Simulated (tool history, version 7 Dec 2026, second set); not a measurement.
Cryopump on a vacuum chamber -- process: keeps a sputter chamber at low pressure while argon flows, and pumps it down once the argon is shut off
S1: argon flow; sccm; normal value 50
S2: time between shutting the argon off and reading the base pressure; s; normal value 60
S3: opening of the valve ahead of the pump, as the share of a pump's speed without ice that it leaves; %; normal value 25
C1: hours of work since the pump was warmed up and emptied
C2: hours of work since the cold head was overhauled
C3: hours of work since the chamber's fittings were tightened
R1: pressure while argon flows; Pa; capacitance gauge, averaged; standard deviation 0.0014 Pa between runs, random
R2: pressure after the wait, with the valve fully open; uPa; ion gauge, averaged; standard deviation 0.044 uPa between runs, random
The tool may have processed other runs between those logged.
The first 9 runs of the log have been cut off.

run,hour,S1,S2,S3,C1,C2,C3,R1,R2
10,228.6,50,60,25,122,674,892,0.3296,6.30
11,247.5,50,60,25,131,683,900,0.3276,6.28
12,263.4,50,60,25,138,690,908,0.3323,6.27
13,282.1,50,57,25,147,699,916,0.3285,6.47
14,314.9,50,57,25,162,714,932,0.3310,6.58
15,335.6,48,60,25,171,724,941,0.3170,6.49
16,357.6,48,60,25,182,734,951,0.3183,6.51
17,372.7,50,60,25,189,741,958,0.3360,6.80
18,387.2,50,60,25,195,748,965,0.3325,6.86
19,411.3,50,27,60,207,759,976,0.1471,9.41
20,441.4,75,58,18,221,773,990,0.6933,7.06
21,457.1,73,31,25,228,780,998,0.4893,8.99
22,471.1,80,62,19,234,787,1004,0.7007,6.91
23,484.6,50,117,44,241,793,1010,0.1970,5.80
24,511.5,50,117,44,253,805,1023,0.1986,5.91
# hour 535.0: leaking fittings of the chamber tightened, without venting
25,535.0,50,117,44,263,815,0,0.1993,1.54
26,559.8,50,117,44,275,827,12,0.2004,1.56
27,573.3,50,117,44,281,833,18,0.1995,1.59
28,595.4,50,26,31,291,843,28,0.2782,5.91
29,622.8,73,80,45,304,856,41,0.2904,2.22
30,644.6,50,23,18,314,866,51,0.4660,6.55
31,670.7,50,23,18,326,878,63,0.4702,6.84
32,697.7,50,190,24,339,891,76,0.3588,1.39

What will run 33 give?
33,716.8,63,48,20,347,900,84,?,?

{"run 33": {"R1": 0.5369, "R2": 3.62}}
The same run, on a tool lacking any hidden state, would have yielded R1 0.5082 Pa, R2 3.14 uPa.
